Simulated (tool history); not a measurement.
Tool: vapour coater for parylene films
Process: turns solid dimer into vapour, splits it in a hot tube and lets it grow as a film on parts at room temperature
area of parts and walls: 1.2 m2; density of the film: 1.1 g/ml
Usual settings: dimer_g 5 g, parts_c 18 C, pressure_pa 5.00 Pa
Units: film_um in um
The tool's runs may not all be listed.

Run 1, hour 0.0: usual settings. Result: film_um 2.29 um.
Run 2, hour 40.7: usual settings but pressure_pa 5.81 Pa. Result: film_um 2.27 um.
Run 3, hour 77.6: usual settings but pressure_pa 5.81 Pa. Result: film_um 2.21 um.
Run 4, hour 135.0: usual settings but dimer_g 7 g. Result: film_um 3.19 um.
At hour 197.6: trap's valve overhauled.
Run 5, hour 210.2: usual settings but dimer_g 7 g. Result: film_um 3.52 um.
Run 6, hour 248.3: usual settings. Result: film_um 2.50 um.
Run 7, hour 321.3: usual settings. Result: film_um 2.47 um.
Run 8, hour 364.3: usual settings. Result: film_um 2.53 um.
Run 9, hour 434.7: usual settings. Result: film_um 2.42 um.
Run 10, hour 507.8: usual settings but dimer_g 4 g. Result: film_um 2.00 um.
Run 11, hour 576.7: usual settings but dimer_g 4 g. Result: film_um 1.94 um.
Run 12, hour 646.4: usual settings but parts_c 28 C. Result: film_um 1.55 um.
Run 13, hour 678.7: usual settings but parts_c 28 C. Result: film_um 1.55 um.
At hour 727.0: table's thermometer calibrated.
Run 14, hour 752.2: usual settings but dimer_g 7 g, parts_c 23 C, pressure_pa 9.32 Pa. Result: film_um 2.58 um.
Run 15, hour 785.6: usual settings but parts_c 14 C. Result: film_um 3.00 um.
Run 16, hour 822.5: usual settings but dimer_g 7 g, parts_c 14 C, pressure_pa 10.85 Pa. Result: film_um 3.74 um.
Run 17, hour 871.1: usual settings but dimer_g 7 g, parts_c 14 C, pressure_pa 10.85 Pa. Result: film_um 3.75 um.
Run 18, hour 934.8: usual settings but dimer_g 7 g, parts_c 13 C, pressure_pa 4.78 Pa. Result: film_um 4.41 um.
Run 19, hour 974.7: usual settings but parts_c 28 C. Result: film_um 1.57 um.
Run 20, hour 1004.6: usual settings but parts_c 28 C. Result: film_um 1.54 um.
Run 21, hour 1053.0: usual settings but parts_c 28 C. Result: film_um 1.56 um.
Run 22, hour 1120.9: usual settings but parts_c 28 C. Result: film_um 1.56 um.
Run 23, hour 1164.1: usual settings but parts_c 28 C. Result: film_um 1.55 um.
Run 24, hour 1226.1: usual settings but parts_c 28 C. Result: film_um 1.53 um.

Forecast each of these 5 alternatives for the next run:
Run A, hour 1268.0: usual settings but dimer_g 3 g, pressure_pa 3.58 Pa. Result: film_um ?.
Run B, hour 1268.0: usual settings. Result: film_um ?.
Run C, hour 1268.0: usual settings but dimer_g 6 g, parts_c 28 C. Result: film_um ?.
Run D, hour 1268.0: usual settings but parts_c 15 C. Result: film_um ?.
Run E, hour 1268.0: usual settings but dimer_g 6 g, parts_c 22 C. Result: film_um ?.

run  film_um
  A     1.50
  B     2.42
  C     1.86
  D     2.74
  E     2.45
Without the tool's hidden state the same runs would have given:
run  film_um
  A     1.61
  B     2.60
  C     1.99
  D     2.94
  E     2.62
